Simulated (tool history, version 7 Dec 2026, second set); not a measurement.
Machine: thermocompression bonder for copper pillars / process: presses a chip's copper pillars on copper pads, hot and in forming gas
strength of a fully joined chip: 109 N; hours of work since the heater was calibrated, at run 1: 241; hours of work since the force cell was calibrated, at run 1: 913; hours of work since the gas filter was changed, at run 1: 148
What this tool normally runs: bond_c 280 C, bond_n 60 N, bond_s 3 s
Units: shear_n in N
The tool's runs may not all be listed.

run	hour	bond_c	bond_n	bond_s	hours of work since the heater was calibrated	hours of work since the force cell was calibrated	hours of work since the gas filter was changed	shear_n
1	0	280	60	3	241	913	148	52.3
2	20.5	280	60	3	255	927	162	52.2
3	41.5	280	45	3	269	941	176	42.9
4	60	280	45	3	281	953	188	43
# hour 83.6: force cell calibrated
5	93.5	280	60	3	303	7	210	51.2
6	118.8	280	45	3	320	24	227	42.7
7	139	280	45	2	334	37	241	35.2
8	168.1	280	60	4	353	57	260	57
9	183.7	280	60	4	364	68	271	56.7
10	207.2	280	60	4	380	83	287	57.7
11	228.3	280	60	2	394	98	301	45
12	258.3	280	60	3	414	118	321	52
# hour 281.5: forming gas filter changed
13	290.9	280	60	6	436	140	6	65.9
14	321.7	280	37	3	457	161	27	36.3
15	353	280	37	3	478	182	48	36.5
16	367.7	280	78	3	488	192	58	62.5
17	391.9	292	60	3	504	208	75	61.3
18	418.8	292	60	3	522	226	93	61.2
19	445.6	273	60	3	540	244	111	46.7
20	470	273	60	3	557	261	127	46.4
21	491.8	273	60	3	572	275	142	47.5
22	521.9	273	50	3	592	296	162	41.7
23	539.2	299	60	3	604	307	174	65
24	562.6	294	79	5	620	323	190	81.4
25	579.9	288	70	5	631	335	202	71.8
26	594.9	280	57	3	641	345	212	50
27	626.9	281	51	7	663	367	233	63
28	659	281	51	7	685	388	255	62.4
29	678.2	273	51	7	698	401	268	56.8
30	697.9	273	51	7	711	415	281	56.7
31	727.3	288	60	3	731	434	301	58
32	740.5	298	78	3	740	443	310	74.3
33	764.2	298	78	3	756	459	326	74
# hour 780.7: forming gas filter changed
34	786.6	298	62	3	770	474	4	67.3
35	804.2	268	48	4	782	486	16	42.4
36	829.4	266	66	4	799	503	33	50.6
37	846.5	263	57	3	811	515	44	38.7
38	867.8	279	65	3	825	529	59	54.2
39	896	279	65	3	844	548	78	55.2
40	917.9	279	65	3	859	563	93	54.2
41	941.6	279	65	3	875	579	109	53.8

Forecast each of these 3 alternatives for the next run:
A	964.9	279	51	6	891	595	124	?
B	964.9	292	47	5	891	595	124	?
C	964.9	280	60	2	891	595	124	?

run	shear_n
A	57.3
B	60.5
C	45.2
Had the tool no hidden state, the same runs would have come out as:
run	shear_n
A	56.9
B	60.1
C	44.8
